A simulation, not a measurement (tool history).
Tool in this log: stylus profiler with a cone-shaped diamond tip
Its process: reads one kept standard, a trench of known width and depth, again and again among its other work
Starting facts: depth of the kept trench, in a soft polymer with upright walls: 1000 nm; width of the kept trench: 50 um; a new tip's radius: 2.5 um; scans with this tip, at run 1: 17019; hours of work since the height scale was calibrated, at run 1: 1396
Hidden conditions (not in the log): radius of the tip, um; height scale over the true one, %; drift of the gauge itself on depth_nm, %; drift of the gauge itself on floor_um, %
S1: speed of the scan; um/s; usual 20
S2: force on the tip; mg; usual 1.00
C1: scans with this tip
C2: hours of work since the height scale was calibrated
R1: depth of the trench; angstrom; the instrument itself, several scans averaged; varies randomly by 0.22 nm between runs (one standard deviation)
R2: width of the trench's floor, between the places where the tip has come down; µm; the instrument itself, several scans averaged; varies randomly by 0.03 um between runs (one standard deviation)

run 1 hour=0.0 | S1=20 S2=1.00 | C1=17019 C2=1396 | R1=9986.2 R2=44.61
run 2 hour=73.6 | S1=20 S2=1.00 | C1=17542 C2=1439 | R1=9981.3 R2=44.58
-- hour=118.2 height scale calibrated on a step standard
run 3 hour=187.6 | S1=20 S2=1.00 | C1=18349 C2=41 | R1=10031.3 R2=44.51
run 4 hour=284.5 | S1=20 S2=1.00 | C1=19037 C2=97 | R1=10028.2 R2=44.50
run 5 hour=401.3 | S1=20 S2=1.86 | C1=19867 C2=165 | R1=10043.9 R2=44.45
run 6 hour=523.2 | S1=20 S2=1.86 | C1=20733 C2=236 | R1=10044.8 R2=44.39
run 7 hour=626.8 | S1=20 S2=1.86 | C1=21469 C2=297 | R1=10041.3 R2=44.34
run 8 hour=727.4 | S1=20 S2=1.86 | C1=22184 C2=355 | R1=10039.2 R2=44.34
run 9 hour=798.9 | S1=6 S2=1.86 | C1=22693 C2=397 | R1=10036.1 R2=44.36
run 10 hour=865.1 | S1=66 S2=1.55 | C1=23162 C2=435 | R1=10029.5 R2=44.00
run 11 hour=940.6 | S1=6 S2=0.39 | C1=23699 C2=480 | R1=9999.9 R2=44.24
run 12 hour=1035.8 | S1=26 S2=0.83 | C1=24376 C2=535 | R1=10009.5 R2=44.05
run 13 hour=1093.4 | S1=6 S2=0.44 | C1=24785 C2=569 | R1=9991.8 R2=44.22
run 14 hour=1155.3 | S1=6 S2=0.44 | C1=25225 C2=605 | R1=9992.8 R2=44.15
run 15 hour=1224.5 | S1=10 S2=2.71 | C1=25717 C2=645 | R1=10042.0 R2=44.15
run 16 hour=1314.4 | S1=23 S2=0.49 | C1=26355 C2=697 | R1=9989.3 R2=43.84
run 17 hour=1395.8 | S1=23 S2=0.49 | C1=26933 C2=745 | R1=9989.3 R2=43.85

Forecast each of these 4 alternatives for the next run:
run A hour=1496.4 | S1=64 S2=1.73 | C1=27648 C2=804 | R1=? R2=?
run B hour=1496.4 | S1=20 S2=1.44 | C1=27648 C2=804 | R1=? R2=?
run C hour=1496.4 | S1=8 S2=1.40 | C1=27648 C2=804 | R1=? R2=?
run D hour=1496.4 | S1=20 S2=0.54 | C1=27648 C2=804 | R1=? R2=?

run=A R1=10021.6 R2=43.63
run=B R1=10016.1 R2=43.93
run=C R1=10016.3 R2=43.98
run=D R1=9989.6 R2=43.83
With the hidden condition removed and each run's random variation left untouched, the same runs would have given:
run=A R1=10056.2 R2=45.55
run=B R1=10050.7 R2=45.86
run=C R1=10050.9 R2=45.90
run=D R1=10024.1 R2=45.75
